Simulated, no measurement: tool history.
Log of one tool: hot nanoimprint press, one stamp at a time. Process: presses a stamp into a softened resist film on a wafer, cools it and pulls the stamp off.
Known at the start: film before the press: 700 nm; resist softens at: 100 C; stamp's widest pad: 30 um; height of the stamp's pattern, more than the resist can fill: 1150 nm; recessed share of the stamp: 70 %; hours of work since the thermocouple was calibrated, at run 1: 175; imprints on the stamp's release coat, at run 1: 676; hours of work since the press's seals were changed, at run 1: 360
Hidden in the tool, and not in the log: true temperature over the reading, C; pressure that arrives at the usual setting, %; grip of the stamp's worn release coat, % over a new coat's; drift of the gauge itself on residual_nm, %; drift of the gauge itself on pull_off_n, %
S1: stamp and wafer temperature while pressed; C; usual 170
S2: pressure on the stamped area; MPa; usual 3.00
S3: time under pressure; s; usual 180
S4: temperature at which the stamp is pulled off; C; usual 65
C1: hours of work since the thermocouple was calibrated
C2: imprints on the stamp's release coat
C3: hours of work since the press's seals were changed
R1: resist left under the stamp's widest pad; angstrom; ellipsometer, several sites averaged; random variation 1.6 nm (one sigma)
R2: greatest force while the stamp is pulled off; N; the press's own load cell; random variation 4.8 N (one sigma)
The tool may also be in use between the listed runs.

{"run": 1, "hour": 0.0, "S1": 170, "S2": 3.0, "S3": 180, "S4": 65, "C1": 175, "C2": 676, "C3": 360, "R1": 2942, "R2": 242}
{"run": 2, "hour": 19.7, "S1": 170, "S2": 3.06, "S3": 180, "S4": 65, "C1": 185, "C2": 715, "C3": 370, "R1": 2946, "R2": 236}
{"run": 3, "hour": 43.4, "S1": 170, "S2": 3.06, "S3": 180, "S4": 65, "C1": 197, "C2": 761, "C3": 382, "R1": 2951, "R2": 241}
{"run": 4, "hour": 57.4, "S1": 170, "S2": 3.06, "S3": 180, "S4": 65, "C1": 204, "C2": 789, "C3": 389, "R1": 2950, "R2": 241}
{"run": 5, "hour": 68.9, "S1": 170, "S2": 3.06, "S3": 180, "S4": 65, "C1": 210, "C2": 811, "C3": 395, "R1": 2934, "R2": 239}
{"hour": 78.5, "done": "stamp cleaned and given a new release coat"}
{"run": 6, "hour": 87.0, "S1": 174, "S2": 3.0, "S3": 180, "S4": 65, "C1": 216, "C2": 17, "C3": 401, "R1": 2563, "R2": 243}
{"run": 7, "hour": 110.2, "S1": 170, "S2": 4.06, "S3": 180, "S4": 65, "C1": 228, "C2": 63, "C3": 413, "R1": 2626, "R2": 238}
{"run": 8, "hour": 130.7, "S1": 170, "S2": 4.06, "S3": 180, "S4": 65, "C1": 239, "C2": 103, "C3": 424, "R1": 2603, "R2": 235}
{"run": 9, "hour": 143.4, "S1": 170, "S2": 2.13, "S3": 180, "S4": 65, "C1": 245, "C2": 128, "C3": 430, "R1": 3439, "R2": 233}
{"run": 10, "hour": 158.6, "S1": 170, "S2": 2.13, "S3": 180, "S4": 65, "C1": 253, "C2": 158, "C3": 438, "R1": 3430, "R2": 229}
{"run": 11, "hour": 180.1, "S1": 170, "S2": 2.13, "S3": 180, "S4": 65, "C1": 264, "C2": 200, "C3": 449, "R1": 3385, "R2": 235}
{"run": 12, "hour": 200.5, "S1": 170, "S2": 2.13, "S3": 180, "S4": 65, "C1": 274, "C2": 240, "C3": 459, "R1": 3426, "R2": 233}
{"run": 13, "hour": 226.4, "S1": 170, "S2": 3.16, "S3": 180, "S4": 65, "C1": 287, "C2": 291, "C3": 472, "R1": 2913, "R2": 244}
{"run": 14, "hour": 242.0, "S1": 170, "S2": 3.16, "S3": 180, "S4": 65, "C1": 295, "C2": 322, "C3": 480, "R1": 2877, "R2": 229}
{"run": 15, "hour": 267.0, "S1": 173, "S2": 1.98, "S3": 135, "S4": 65, "C1": 308, "C2": 371, "C3": 493, "R1": 3566, "R2": 236}
{"run": 16, "hour": 280.7, "S1": 180, "S2": 2.6, "S3": 180, "S4": 63, "C1": 315, "C2": 398, "C3": 500, "R1": 2223, "R2": 245}
{"run": 17, "hour": 297.9, "S1": 170, "S2": 4.46, "S3": 180, "S4": 65, "C1": 324, "C2": 432, "C3": 509, "R1": 2510, "R2": 239}
{"run": 18, "hour": 324.1, "S1": 170, "S2": 3.0, "S3": 180, "S4": 52, "C1": 337, "C2": 483, "C3": 522, "R1": 2964, "R2": 294}
{"run": 19, "hour": 338.5, "S1": 181, "S2": 2.99, "S3": 222, "S4": 52, "C1": 345, "C2": 512, "C3": 529, "R1": 1861, "R2": 295}
{"run": 20, "hour": 365.2, "S1": 170, "S2": 3.0, "S3": 234, "S4": 55, "C1": 358, "C2": 564, "C3": 543, "R1": 2672, "R2": 275}
{"run": 21, "hour": 386.7, "S1": 164, "S2": 3.0, "S3": 340, "S4": 55, "C1": 369, "C2": 606, "C3": 554, "R1": 2849, "R2": 291}
{"run": 22, "hour": 404.3, "S1": 158, "S2": 3.86, "S3": 340, "S4": 55, "C1": 378, "C2": 641, "C3": 563, "R1": 3237, "R2": 285}
{"run": 23, "hour": 417.2, "S1": 160, "S2": 2.97, "S3": 340, "S4": 55, "C1": 385, "C2": 666, "C3": 570, "R1": 3362, "R2": 273}
{"run": 24, "hour": 434.4, "S1": 166, "S2": 4.41, "S3": 116, "S4": 57, "C1": 393, "C2": 700, "C3": 578, "R1": 3453, "R2": 274}
{"run": 25, "hour": 459.3, "S1": 163, "S2": 2.37, "S3": 116, "S4": 57, "C1": 406, "C2": 749, "C3": 591, "R1": 4664, "R2": 269}

Forecast each of these 5 alternatives for the next run:
{"run": "A", "hour": 476.2, "S1": 170, "S2": 2.67, "S3": 180, "S4": 65, "C1": 415, "C2": 782, "C3": 600, "R1": "?", "R2": "?"}
{"run": "B", "hour": 476.2, "S1": 160, "S2": 1.98, "S3": 180, "S4": 65, "C1": 415, "C2": 782, "C3": 600, "R1": "?", "R2": "?"}
{"run": "C", "hour": 476.2, "S1": 158, "S2": 2.52, "S3": 180, "S4": 59, "C1": 415, "C2": 782, "C3": 600, "R1": "?", "R2": "?"}
{"run": "D", "hour": 476.2, "S1": 163, "S2": 2.37, "S3": 97, "S4": 57, "C1": 415, "C2": 782, "C3": 600, "R1": "?", "R2": "?"}
{"run": "E", "hour": 476.2, "S1": 165, "S2": 2.37, "S3": 116, "S4": 57, "C1": 415, "C2": 782, "C3": 600, "R1": "?", "R2": "?"}

run=A R1=3134 R2=230
run=B R1=4744 R2=239
run=C R1=4668 R2=265
run=D R1=4873 R2=275
run=E R1=4460 R2=269
Without the tool's hidden state the same runs would have given:
run=A R1=3127 R2=227
run=B R1=4736 R2=235
run=C R1=4660 R2=261
run=D R1=4866 R2=271
run=E R1=4452 R2=264
